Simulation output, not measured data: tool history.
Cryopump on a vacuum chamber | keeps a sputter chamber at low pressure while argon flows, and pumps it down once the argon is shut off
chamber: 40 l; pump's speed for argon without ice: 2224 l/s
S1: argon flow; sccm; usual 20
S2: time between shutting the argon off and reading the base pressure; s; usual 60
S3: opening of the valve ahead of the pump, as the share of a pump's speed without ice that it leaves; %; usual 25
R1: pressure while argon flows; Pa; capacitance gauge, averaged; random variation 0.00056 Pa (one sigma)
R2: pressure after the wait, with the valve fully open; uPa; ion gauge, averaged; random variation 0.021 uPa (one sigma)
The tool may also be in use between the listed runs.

run   hour  S1   S2  S3      R1    R2
  1    0.0  20   60  25  0.0651  1.18
  2   23.2  20   59  25  0.0648  1.26
  3   49.3  20   59  25  0.0651  1.25
  4   70.2  20   59  25  0.0659  1.27
  5   95.8  20   59  16  0.0998  1.30
  6  123.6  20   59  16  0.1005  0.52
  7  137.8  20   59  16  0.1008  0.52
  8  153.4  23  227  25  0.0762  0.28
  9  172.5  23  227  25  0.0769  0.32
 10  185.8  27  227  37  0.0645  0.28
 11  205.8   9   39  18  0.0410  0.69

Not shown: 1 entry that the log had between the listed runs. Between which runs, and how does the tool's hidden state differ before and after?
Between runs 5 and 6: leaking fittings of the chamber tightened, without venting (hour 113.5)
  pump's speed, % of a pump's without ice: 73.9 -> 73.1; cold plate's temperature, K: 12.23 -> 12.24; leak into the chamber, uPa l/s: 1546 -> 309
  measured less the result without the state, R1: +0.0055 -> +0.0057 Pa; R2: +0.82 -> +0.06 uPa
